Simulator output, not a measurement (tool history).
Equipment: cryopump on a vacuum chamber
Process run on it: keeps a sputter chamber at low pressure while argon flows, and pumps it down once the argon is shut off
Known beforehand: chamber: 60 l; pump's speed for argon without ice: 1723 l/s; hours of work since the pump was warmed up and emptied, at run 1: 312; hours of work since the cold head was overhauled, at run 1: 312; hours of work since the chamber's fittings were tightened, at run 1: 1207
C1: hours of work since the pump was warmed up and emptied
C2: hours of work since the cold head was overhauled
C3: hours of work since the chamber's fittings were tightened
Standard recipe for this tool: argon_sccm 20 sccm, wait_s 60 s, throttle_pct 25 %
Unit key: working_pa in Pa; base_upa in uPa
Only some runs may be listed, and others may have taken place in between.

Run 1, hour 0.0: usual settings; C1 312; C2 312; C3 1207. Result: working_pa 0.0825 Pa, base_upa 1.11 uPa.
Run 2, hour 33.8: usual settings; C1 336; C2 336; C3 1230. Result: working_pa 0.0823 Pa, base_upa 1.17 uPa.
Run 3, hour 100.1: usual settings but wait_s 156 s; C1 382; C2 382; C3 1277. Result: working_pa 0.0830 Pa, base_upa 0.63 uPa.
Run 4, hour 148.7: usual settings but argon_sccm 34 sccm, wait_s 156 s; C1 416; C2 416; C3 1311. Result: working_pa 0.1423 Pa, base_upa 0.71 uPa.
Run 5, hour 206.7: usual settings; C1 457; C2 457; C3 1352. Result: working_pa 0.0846 Pa, base_upa 1.18 uPa.
Run 6, hour 242.5: usual settings; C1 482; C2 482; C3 1377. Result: working_pa 0.0835 Pa, base_upa 1.21 uPa.
Run 7, hour 309.7: usual settings but argon_sccm 18 sccm; C1 530; C2 530; C3 1425. Result: working_pa 0.0770 Pa, base_upa 1.27 uPa.
At hour 354.2: pump warmed up, emptied and cooled again.
Run 8, hour 373.1: usual settings but argon_sccm 18 sccm; C1 13; C2 571; C3 1466. Result: working_pa 0.0704 Pa, base_upa 1.05 uPa.
Run 9, hour 426.7: usual settings but argon_sccm 18 sccm; C1 51; C2 609; C3 1503. Result: working_pa 0.0715 Pa, base_upa 1.10 uPa.
Run 10, hour 483.5: usual settings but argon_sccm 18 sccm; C1 91; C2 648; C3 1543. Result: working_pa 0.0716 Pa, base_upa 1.13 uPa.
Run 11, hour 522.0: usual settings; C1 118; C2 676; C3 1570. Result: working_pa 0.0806 Pa, base_upa 1.12 uPa.
Run 12, hour 589.6: usual settings; C1 166; C2 723; C3 1618. Result: working_pa 0.0810 Pa, base_upa 1.18 uPa.
Run 13, hour 621.6: usual settings; C1 188; C2 746; C3 1641. Result: working_pa 0.0816 Pa, base_upa 1.19 uPa.
Run 14, hour 672.8: usual settings; C1 224; C2 782; C3 1677. Result: working_pa 0.0806 Pa, base_upa 1.18 uPa.
Run 15, hour 722.6: usual settings; C1 259; C2 817; C3 1712. Result: working_pa 0.0808 Pa, base_upa 1.16 uPa.
Run 16, hour 769.1: usual settings; C1 292; C2 849; C3 1744. Result: working_pa 0.0818 Pa, base_upa 1.22 uPa.
Run 17, hour 798.5: usual settings; C1 313; C2 870; C3 1765. Result: working_pa 0.0819 Pa, base_upa 1.16 uPa.
Run 18, hour 864.9: usual settings; C1 359; C2 917; C3 1812. Result: working_pa 0.0821 Pa, base_upa 1.20 uPa.
Run 19, hour 925.4: usual settings but argon_sccm 14 sccm; C1 402; C2 959; C3 1854. Result: working_pa 0.0583 Pa, base_upa 1.19 uPa.
Run 20, hour 965.1: usual settings but argon_sccm 14 sccm; C1 430; C2 987; C3 1882. Result: working_pa 0.0577 Pa, base_upa 1.24 uPa.
Run 21, hour 1002.8: usual settings but argon_sccm 14 sccm; C1 456; C2 1014; C3 1909. Result: working_pa 0.0586 Pa, base_upa 1.25 uPa.
Run 22, hour 1057.0: usual settings but argon_sccm 14 sccm; C1 494; C2 1052; C3 1947. Result: working_pa 0.0598 Pa, base_upa 1.32 uPa.
Run 23, hour 1111.0: usual settings but argon_sccm 23 sccm; C1 532; C2 1090; C3 1985. Result: working_pa 0.0976 Pa, base_upa 1.35 uPa.
At hour 1151.8: pump warmed up, emptied and cooled again.
Run 24, hour 1153.4: usual settings but argon_sccm 23 sccm; C1 1; C2 1116; C3 2011. Result: working_pa 0.0902 Pa, base_upa 1.16 uPa.
Run 25, hour 1208.9: usual settings but wait_s 55 s, throttle_pct 28 %; C1 40; C2 1155; C3 2050. Result: working_pa 0.0700 Pa, base_upa 1.26 uPa.
Run 26, hour 1275.4: usual settings but argon_sccm 39 sccm, wait_s 217 s, throttle_pct 21 %; C1 87; C2 1202; C3 2097. Result: working_pa 0.1834 Pa, base_upa 0.62 uPa.
Run 27, hour 1311.0: usual settings but argon_sccm 39 sccm, wait_s 217 s, throttle_pct 21 %; C1 112; C2 1227; C3 2122. Result: working_pa 0.1852 Pa, base_upa 0.62 uPa.
Run 28, hour 1371.7: usual settings but argon_sccm 8 sccm, wait_s 37 s, throttle_pct 21 %; C1 155; C2 1270; C3 2165. Result: working_pa 0.0379 Pa, base_upa 1.70 uPa.
Run 29, hour 1410.4: usual settings but argon_sccm 8 sccm, wait_s 276 s, throttle_pct 42 %; C1 182; C2 1297; C3 2192. Result: working_pa 0.0184 Pa, base_upa 0.60 uPa.
Run 30, hour 1474.7: usual settings but argon_sccm 11 sccm, wait_s 36 s, throttle_pct 28 %; C1 227; C2 1342; C3 2237. Result: working_pa 0.0400 Pa, base_upa 1.77 uPa.
Run 31, hour 1516.3: usual settings but argon_sccm 15 sccm, wait_s 147 s, throttle_pct 16 %; C1 256; C2 1372; C3 2266. Result: working_pa 0.0940 Pa, base_upa 0.80 uPa.
Run 32, hour 1555.0: usual settings but argon_sccm 15 sccm, wait_s 179 s, throttle_pct 31 %; C1 284; C2 1399; C3 2294. Result: working_pa 0.0504 Pa, base_upa 0.73 uPa.
Run 33, hour 1607.0: usual settings but argon_sccm 10 sccm, wait_s 26 s, throttle_pct 46 %; C1 320; C2 1435; C3 2330. Result: working_pa 0.0227 Pa, base_upa 2.25 uPa.
Run 34, hour 1648.1: usual settings but throttle_pct 48 %; C1 349; C2 1464; C3 2359. Result: working_pa 0.0445 Pa, base_upa 1.28 uPa.
Run 35, hour 1686.7: usual settings but throttle_pct 48 %; C1 376; C2 1491; C3 2386. Result: working_pa 0.0457 Pa, base_upa 1.31 uPa.

Some steps in working_pa between neighbouring runs. How much of each would the tool show without its hidden state too (settings, what came in, random variation), and how much is left for the hidden state, with any gauge scatter that isn't in both results?
Hidden state present: pump's speed, % of a pump's without ice; cold plate's temperature, K; leak into the chamber, uPa l/s; drift of the gauge itself on working_pa, %; drift of the gauge itself on base_upa, %.
Run 3 -> 4: argon_sccm 20 -> 34. working_pa +0.0593 Pa: hidden state +0.0040, all else +0.0553.
Run 7 -> 8: pump warmed up, emptied and cooled again. working_pa -0.0066 Pa: hidden state -0.0057, all else -0.0009.
Run 23 -> 24: pump warmed up, emptied and cooled again. working_pa -0.0074 Pa: hidden state -0.0072, all else -0.0002.
Run 25 -> 26: argon_sccm 20 -> 39, wait_s 55 -> 217, throttle_pct 28 -> 21. working_pa +0.1134 Pa: hidden state +0.0015, all else +0.1119.
Run 27 -> 28: argon_sccm 39 -> 8, wait_s 217 -> 37. working_pa -0.1473 Pa: hidden state -0.0018, all else -0.1455.

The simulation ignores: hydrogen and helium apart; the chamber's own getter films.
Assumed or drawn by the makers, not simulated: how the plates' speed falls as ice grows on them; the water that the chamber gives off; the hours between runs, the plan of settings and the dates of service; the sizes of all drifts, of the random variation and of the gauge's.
